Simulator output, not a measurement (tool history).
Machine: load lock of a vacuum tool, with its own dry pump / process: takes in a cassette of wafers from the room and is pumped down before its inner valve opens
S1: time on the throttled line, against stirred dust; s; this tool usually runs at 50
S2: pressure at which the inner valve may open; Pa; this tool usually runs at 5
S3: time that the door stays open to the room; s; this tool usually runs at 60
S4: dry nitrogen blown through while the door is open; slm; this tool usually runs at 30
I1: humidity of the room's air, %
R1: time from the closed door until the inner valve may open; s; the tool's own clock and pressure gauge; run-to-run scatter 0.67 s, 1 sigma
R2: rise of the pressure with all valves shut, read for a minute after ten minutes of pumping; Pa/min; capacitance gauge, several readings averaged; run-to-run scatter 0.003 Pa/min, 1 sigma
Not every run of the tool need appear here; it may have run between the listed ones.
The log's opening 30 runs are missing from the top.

run 31 day=268.058 | S1=79 S2=5 S3=37 S4=17 | I1=46.9 | R1=121.0 R2=0.022
run 32 day=275.862 | S1=79 S2=5 S3=37 S4=39 | I1=46.6 | R1=121.3 R2=0.018
run 33 day=286.658 | S1=79 S2=5 S3=37 S4=39 | I1=42.7 | R1=120.9 R2=0.011
run 34 day=299.046 | S1=50 S2=6 S3=28 S4=30 | I1=41.2 | R1=99.4 R2=0.012
run 35 day=306.712 | S1=50 S2=6 S3=27 S4=30 | I1=44.9 | R1=98.6 R2=0.013
run 36 day=316.292 | S1=50 S2=5 S3=236 S4=27 | I1=45.7 | R1=101.0 R2=0.031
run 37 day=322.067 | S1=50 S2=5 S3=236 S4=27 | I1=44.2 | R1=101.1 R2=0.028
run 38 day=333.854 | S1=95 S2=4 S3=70 S4=13 | I1=43.4 | R1=135.0 R2=0.028

Branching from run 38: 3 alternative next runs. What would each branch give?
run A day=341.112 | S1=50 S2=6 S3=60 S4=30 | I1=43.9 | R1=? R2=?
run B day=341.112 | S1=42 S2=7 S3=103 S4=30 | I1=40.7 | R1=? R2=?
run C day=341.112 | S1=95 S2=4 S3=70 S4=13 | I1=44.1 | R1=? R2=?

run=A R1=98.2 R2=0.017
run=B R1=92.6 R2=0.015
run=C R1=133.3 R2=0.033
Stripped of hidden state, with their random variation kept, the same runs would have yielded:
run=A R1=98.2 R2=0.017
run=B R1=92.6 R2=0.015
run=C R1=133.2 R2=0.032
